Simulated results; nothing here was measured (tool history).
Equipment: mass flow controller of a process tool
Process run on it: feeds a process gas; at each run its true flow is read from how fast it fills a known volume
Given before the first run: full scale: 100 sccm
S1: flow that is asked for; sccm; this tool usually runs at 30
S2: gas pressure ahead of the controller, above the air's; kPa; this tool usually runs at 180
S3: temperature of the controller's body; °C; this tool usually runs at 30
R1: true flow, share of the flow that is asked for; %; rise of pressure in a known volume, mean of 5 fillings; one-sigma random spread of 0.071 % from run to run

| run | hour | S1 | S2 | S3 | R1 |
|---|---|---|---|---|---|
| 1 | 0.0 | 30 | 180 | 30 | 99.95 |
| 2 | 162.9 | 30 | 180 | 30 | 100.05 |
| 3 | 313.4 | 30 | 180 | 30 | 100.22 |
| 4 | 410.0 | 30 | 180 | 30 | 100.45 |
| 5 | 589.4 | 30 | 180 | 30 | 100.40 |
| 6 | 686.2 | 30 | 180 | 30 | 100.49 |
| 7 | 853.6 | 30 | 180 | 30 | 100.81 |
| 8 | 959.4 | 30 | 180 | 30 | 100.86 |
| 9 | 1146.4 | 30 | 180 | 30 | 100.85 |
| 10 | 1341.7 | 30 | 180 | 30 | 101.13 |
| 11 | 1486.7 | 30 | 261 | 30 | 101.23 |
| 12 | 1621.5 | 30 | 180 | 23 | 100.64 |
| 13 | 1723.5 | 30 | 180 | 23 | 100.77 |
| 14 | 1841.5 | 30 | 140 | 20 | 100.66 |
| 15 | 1950.1 | 59 | 180 | 30 | 102.02 |
| 16 | 2106.0 | 50 | 203 | 30 | 102.01 |
| 17 | 2201.5 | 85 | 196 | 30 | 102.33 |
| 18 | 2300.9 | 85 | 196 | 30 | 102.37 |
| 19 | 2489.8 | 85 | 196 | 30 | 102.66 |
| 20 | 2663.3 | 28 | 176 | 24 | 101.70 |
| 21 | 2753.8 | 28 | 176 | 24 | 101.79 |
| 22 | 2908.8 | 39 | 214 | 21 | 101.68 |
| 23 | 3067.3 | 39 | 214 | 21 | 101.85 |
| 24 | 3202.1 | 36 | 203 | 24 | 99.56 |
| 25 | 3373.2 | 16 | 180 | 26 | 99.59 |

Not shown: 1 entry that the log had between the listed runs. Between which runs, and how does the tool's hidden state differ before and after?
Between runs 23 and 24: gauge calibrated (hour 3094.4)
  drift of the gauge itself on true_pct, %: 2.76 -> 0.1
  measured result minus the result with no hidden state, R1: +2.73 -> +0.10 %

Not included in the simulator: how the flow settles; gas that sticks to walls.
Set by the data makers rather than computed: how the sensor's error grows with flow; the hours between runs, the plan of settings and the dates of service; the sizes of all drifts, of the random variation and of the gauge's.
